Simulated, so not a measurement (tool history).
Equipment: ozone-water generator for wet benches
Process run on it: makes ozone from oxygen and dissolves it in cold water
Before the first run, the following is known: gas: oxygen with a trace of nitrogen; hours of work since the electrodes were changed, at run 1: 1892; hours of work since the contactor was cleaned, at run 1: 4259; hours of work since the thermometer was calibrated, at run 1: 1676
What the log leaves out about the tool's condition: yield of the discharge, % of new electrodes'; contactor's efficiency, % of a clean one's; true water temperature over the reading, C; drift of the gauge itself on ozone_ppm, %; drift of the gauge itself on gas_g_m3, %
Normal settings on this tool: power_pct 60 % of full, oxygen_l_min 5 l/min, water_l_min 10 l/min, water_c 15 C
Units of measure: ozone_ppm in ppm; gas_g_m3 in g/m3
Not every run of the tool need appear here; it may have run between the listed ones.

run    hour  power_pct  oxygen_l_min  water_l_min  water_c  hours of work since the electrodes were changed  hours of work since the contactor was cleaned  hours of work since the thermometer was calibrated  ozone_ppm  gas_g_m3
  1       0         60             5           10       15                                             1892                                           4259                                                1676       22.4     209.9
  2   110.1         60             5           10       15                                             1971                                           4338                                                1755       22.5       211
  3   228.7         60             5           10       18                                             2055                                           4423                                                1839       20.7       210
  4   307.1         60             5           10       18                                             2111                                           4479                                                1895       20.7       208
  5   439.7         60             5           10       18                                             2206                                           4573                                                1990       20.6     208.9
  6     571         60             5           10       18                                             2300                                           4667                                                2084       20.7     208.2
  7     724         60             5            7       15                                             2409                                           4776                                                2193       27.8     208.1
  8   844.6         60             5           16       15                                             2495                                           4862                                                2279       14.7     208.4
      857.1  -- water thermometer calibrated
  9     969         60             5           10       15                                             2584                                           4951                                                  80       21.6     208.8
 10  1103.7         60             5           10       15                                             2680                                           5047                                                 176       21.4     207.3
 11  1247.9         60             5           10       15                                             2783                                           5150                                                 279       21.1     205.3
     1286.1  -- water thermometer calibrated, once more
 12  1327.7         60             5           10       15                                             2839                                           5207                                                  30       21.4     204.6
 13  1401.3         60          2.59           10       17                                             2892                                           5259                                                  82       21.1     291.9
 14  1478.2         78          6.31           10       19                                             2947                                           5314                                                 137       22.1     210.1
 15  1583.7         78          6.31            7       12                                             3022                                           5389                                                 212       32.4       212
 16  1685.7         78          8.64            7       12                                             3095                                           5462                                                 285       29.2     177.5
 17  1780.6         78          8.64            7       12                                             3163                                           5530                                                 353       29.3     178.2
 18  1884.6         78          8.64            7       12                                             3237                                           5604                                                 427       29.4     177.8
 19  1988.1         60          4.89           13       15                                             3311                                           5678                                                 501       16.7     204.5
 20  2146.2         60          4.89           13       15                                             3424                                           5791                                                 614       17.1     202.5
 21  2316.8         48          4.13           13       12                                             3546                                           5913                                                 736       15.3     194.1

What differs in the tool's unlogged condition from the final listed run ahead of each entry between runs to the first listed run following it?
From run 8 to run 9: water thermometer calibrated (hour 857.1)
  yield of the discharge, % of new electrodes': 92.1 -> 91.9; contactor's efficiency, % of a clean one's: 85 -> 84.7; true water temperature over the reading, C: 0.1 -> 0.13
  measured result minus the result with no hidden state, ozone_ppm: -3.1 -> -4.5 ppm; gas_g_m3: -15.9 -> -16.4 g/m3
From run 11 to run 12: water thermometer calibrated, once more (hour 1286.1)
  yield of the discharge, % of new electrodes': 91.3 -> 91.1; contactor's efficiency, % of a clean one's: 84.1 -> 83.9; true water temperature over the reading, C: 0.15 -> -0.04
  measured result minus the result with no hidden state, ozone_ppm: -4.7 -> -4.8 ppm; gas_g_m3: -17.5 -> -18 g/m3
